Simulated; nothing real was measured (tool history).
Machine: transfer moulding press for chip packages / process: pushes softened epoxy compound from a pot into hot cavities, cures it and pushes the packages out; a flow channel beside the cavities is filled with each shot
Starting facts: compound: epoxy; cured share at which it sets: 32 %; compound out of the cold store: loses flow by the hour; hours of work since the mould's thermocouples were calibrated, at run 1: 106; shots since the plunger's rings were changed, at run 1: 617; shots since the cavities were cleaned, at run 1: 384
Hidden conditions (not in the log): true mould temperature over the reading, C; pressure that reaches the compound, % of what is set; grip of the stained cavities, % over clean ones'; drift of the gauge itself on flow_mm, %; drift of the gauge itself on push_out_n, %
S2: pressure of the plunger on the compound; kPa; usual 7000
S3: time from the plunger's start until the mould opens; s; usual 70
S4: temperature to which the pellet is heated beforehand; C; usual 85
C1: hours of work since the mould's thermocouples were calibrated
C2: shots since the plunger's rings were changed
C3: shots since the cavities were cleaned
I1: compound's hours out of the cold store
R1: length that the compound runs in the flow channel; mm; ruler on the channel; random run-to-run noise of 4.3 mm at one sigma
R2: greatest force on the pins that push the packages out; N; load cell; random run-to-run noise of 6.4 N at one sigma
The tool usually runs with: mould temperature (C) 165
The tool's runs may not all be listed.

run 1 hour=0 | mould_temperature_(C)=165 S2=7000 S3=70 S4=85 | C1=106 C2=617 C3=384 | I1=12.3 | R1=838 R2=405
-- hour=33.6 cavities cleaned with cleaning compound and waxed
run 2 hour=49.2 | mould_temperature_(C)=165 S2=7000 S3=89 S4=85 | C1=138 C2=1437 C3=269 | I1=40.4 | R1=669 R2=523
run 3 hour=80.9 | mould_temperature_(C)=165 S2=7000 S3=89 S4=85 | C1=159 C2=1982 C3=814 | I1=38.9 | R1=671 R2=503
-- hour=92.2 cavities cleaned with cleaning compound and waxed
run 4 hour=136.9 | mould_temperature_(C)=165 S2=7000 S3=70 S4=85 | C1=196 C2=2918 C3=767 | I1=14.1 | R1=783 R2=462
-- hour=148.4 cavities cleaned with cleaning compound and waxed
run 5 hour=177.3 | mould_temperature_(C)=165 S2=7000 S3=70 S4=85 | C1=222 C2=3588 C3=498 | I1=47.5 | R1=628 R2=392
-- hour=205.6 cavities cleaned with cleaning compound and waxed
run 6 hour=214.8 | mould_temperature_(C)=165 S2=7000 S3=70 S4=85 | C1=247 C2=4207 C3=159 | I1=36.8 | R1=659 R2=302
-- hour=251.1 plunger's sealing rings changed
-- hour=268.5 cavities cleaned with cleaning compound and waxed
run 7 hour=270.8 | mould_temperature_(C)=165 S2=7000 S3=70 S4=85 | C1=282 C2=314 C3=40 | I1=33.8 | R1=719 R2=274
run 8 hour=315.6 | mould_temperature_(C)=165 S2=7000 S3=70 S4=85 | C1=312 C2=1083 C3=809 | I1=38.6 | R1=685 R2=471
-- hour=322.8 cavities cleaned with cleaning compound and waxed, once more
-- hour=379.6 cavities cleaned with cleaning compound and waxed
run 9 hour=383.4 | mould_temperature_(C)=165 S2=7000 S3=70 S4=85 | C1=355 C2=2198 C3=65 | I1=33.5 | R1=701 R2=266
-- hour=436.5 cavities cleaned with cleaning compound and waxed
run 10 hour=453 | mould_temperature_(C)=165 S2=7000 S3=82 S4=85 | C1=401 C2=3368 C3=284 | I1=26.4 | R1=720 R2=311
-- hour=495.7 cavities cleaned with cleaning compound and waxed
run 11 hour=505.8 | mould_temperature_(C)=165 S2=7000 S3=82 S4=85 | C1=436 C2=4250 C3=173 | I1=38.5 | R1=642 R2=298
-- hour=527.8 mould's thermocouples calibrated
-- hour=538.5 plunger's sealing rings changed
run 12 hour=544.3 | mould_temperature_(C)=165 S2=7000 S3=82 S4=85 | C1=9 C2=99 C3=758 | I1=42.5 | R1=675 R2=395
-- hour=555.7 cavities cleaned with cleaning compound and waxed
run 13 hour=576.9 | mould_temperature_(C)=165 S2=5220 S3=82 S4=85 | C1=30 C2=635 C3=365 | I1=16 | R1=700 R2=342
-- hour=614.9 cavities cleaned with cleaning compound and waxed
run 14 hour=615.4 | mould_temperature_(C)=163 S2=7000 S3=81 S4=85 | C1=55 C2=1271 C3=9 | I1=28 | R1=738 R2=237
-- hour=670.5 cavities cleaned with cleaning compound and waxed
run 15 hour=672 | mould_temperature_(C)=163 S2=7000 S3=81 S4=85 | C1=92 C2=2217 C3=25 | I1=45.5 | R1=649 R2=249
run 16 hour=701.3 | mould_temperature_(C)=170 S2=7000 S3=103 S4=81 | C1=112 C2=2721 C3=529 | I1=31 | R1=688 R2=369
-- hour=728.2 cavities cleaned with cleaning compound and waxed
run 17 hour=743.7 | mould_temperature_(C)=170 S2=5900 S3=88 S4=95 | C1=140 C2=3425 C3=267 | I1=41.1 | R1=585 R2=313
-- hour=784 cavities cleaned with cleaning compound and waxed
run 18 hour=796.5 | mould_temperature_(C)=165 S2=7000 S3=84 S4=85 | C1=174 C2=4308 C3=216 | I1=12.1 | R1=781 R2=299
-- hour=824.8 plunger's sealing rings changed
-- hour=842 cavities cleaned with cleaning compound and waxed
run 19 hour=869.2 | mould_temperature_(C)=165 S2=7000 S3=84 S4=85 | C1=221 C2=738 C3=467 | I1=22.8 | R1=766 R2=355
-- hour=898.3 cavities cleaned with cleaning compound and waxed
run 20 hour=918.3 | mould_temperature_(C)=165 S2=7000 S3=84 S4=85 | C1=253 C2=1556 C3=343 | I1=19 | R1=778 R2=336
run 21 hour=952 | mould_temperature_(C)=160 S2=7000 S3=70 S4=84 | C1=275 C2=2136 C3=923 | I1=14 | R1=817 R2=635
-- hour=957.4 cavities cleaned with cleaning compound and waxed
run 22 hour=992.3 | mould_temperature_(C)=171 S2=6400 S3=70 S4=79 | C1=301 C2=2804 C3=601 | I1=32.1 | R1=655 R2=389
-- hour=1013 cavities cleaned with cleaning compound and waxed
run 23 hour=1030.8 | mould_temperature_(C)=171 S2=5440 S3=52 S4=81 | C1=326 C2=3439 C3=305 | I1=21.1 | R1=640 R2=394
-- hour=1068.5 cavities cleaned with cleaning compound and waxed
run 24 hour=1077.3 | mould_temperature_(C)=165 S2=7000 S3=53 S4=85 | C1=357 C2=4213 C3=151 | I1=37.4 | R1=652 R2=500
-- hour=1113.4 plunger's sealing rings changed
-- hour=1127.5 cavities cleaned with cleaning compound and waxed
run 25 hour=1131.5 | mould_temperature_(C)=165 S2=7000 S3=53 S4=85 | C1=391 C2=287 C3=70 | I1=9.3 | R1=843 R2=483
-- hour=1184 cavities cleaned with cleaning compound and waxed
run 26 hour=1184 | mould_temperature_(C)=165 S2=7000 S3=53 S4=85 | C1=425 C2=1163 C3=0 | I1=30.2 | R1=725 R2=427

Pick out some run-to-run changes in R1. Of each, how much would a tool without hidden state show as well, from the settings, what came in and chance, and how much is left for the hidden state and any gauge scatter not in both results compared?
Run 6 -> 7: plunger's sealing rings changed, cavities cleaned with cleaning compound and waxed. R1 +60 mm: hidden state +42, all else +18.
Run 17 -> 18: mould temperature (C) 170 -> 165, S2 5900 -> 7000, S3 88 -> 84, S4 95 -> 85, cavities cleaned with cleaning compound and waxed. R1 +196 mm: hidden state -22, all else +218.
Run 18 -> 19: plunger's sealing rings changed, cavities cleaned with cleaning compound and waxed. R1 -15 mm: hidden state +48, all else -63.
Run 24 -> 25: plunger's sealing rings changed, cavities cleaned with cleaning compound and waxed. R1 +191 mm: hidden state +41, all else +150.
